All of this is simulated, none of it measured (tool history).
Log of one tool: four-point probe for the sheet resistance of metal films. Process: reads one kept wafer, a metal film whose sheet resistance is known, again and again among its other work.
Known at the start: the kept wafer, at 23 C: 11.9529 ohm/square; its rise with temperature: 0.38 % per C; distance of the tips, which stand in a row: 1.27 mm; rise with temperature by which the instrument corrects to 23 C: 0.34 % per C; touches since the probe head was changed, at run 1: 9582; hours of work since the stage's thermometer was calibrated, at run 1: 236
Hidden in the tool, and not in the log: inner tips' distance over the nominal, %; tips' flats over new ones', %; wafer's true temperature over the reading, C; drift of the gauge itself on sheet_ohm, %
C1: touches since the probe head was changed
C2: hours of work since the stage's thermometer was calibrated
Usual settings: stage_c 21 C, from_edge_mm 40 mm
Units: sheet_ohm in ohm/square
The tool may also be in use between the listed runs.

run 1 day=0.000 | stage_c=21 from_edge_mm=40 | C1=9582 C2=236 | sheet_ohm=11.969232
run 2 day=1.471 | stage_c=21 from_edge_mm=44 | C1=10134 C2=258 | sheet_ohm=11.959406
run 3 day=3.046 | stage_c=21 from_edge_mm=40 | C1=10724 C2=280 | sheet_ohm=11.965074
run 4 day=4.579 | stage_c=21 from_edge_mm=40 | C1=11299 C2=302 | sheet_ohm=11.965423
run 5 day=5.542 | stage_c=21 from_edge_mm=40 | C1=11660 C2=316 | sheet_ohm=11.960410
run 6 day=6.608 | stage_c=21 from_edge_mm=40 | C1=12060 C2=331 | sheet_ohm=11.968625
run 7 day=7.342 | stage_c=21 from_edge_mm=40 | C1=12335 C2=342 | sheet_ohm=11.965327
run 8 day=8.329 | stage_c=21 from_edge_mm=40 | C1=12706 C2=356 | sheet_ohm=11.961659
run 9 day=9.367 | stage_c=26 from_edge_mm=69 | C1=13095 C2=371 | sheet_ohm=11.977438
run 10 day=10.125 | stage_c=26 from_edge_mm=69 | C1=13379 C2=382 | sheet_ohm=11.982921
run 11 day=11.288 | stage_c=29 from_edge_mm=8 | C1=13815 C2=398 | sheet_ohm=12.155560
run 12 day=12.233 | stage_c=30 from_edge_mm=8 | C1=14170 C2=412 | sheet_ohm=12.155432
run 13 day=13.250 | stage_c=30 from_edge_mm=58 | C1=14551 C2=426 | sheet_ohm=11.994320

Forecast each of these 3 alternatives for the next run:
run A day=14.525 | stage_c=30 from_edge_mm=75 | C1=15030 C2=445 | sheet_ohm=?
run B day=14.525 | stage_c=33 from_edge_mm=4 | C1=15030 C2=445 | sheet_ohm=?
run C day=14.525 | stage_c=35 from_edge_mm=58 | C1=15030 C2=445 | sheet_ohm=?

run=A sheet_ohm=11.993652
run=B sheet_ohm=12.622376
run=C sheet_ohm=12.016403
Without the tool's hidden state the same runs would have given:
run=A sheet_ohm=11.985715
run=B sheet_ohm=12.613985
run=C sheet_ohm=12.008264
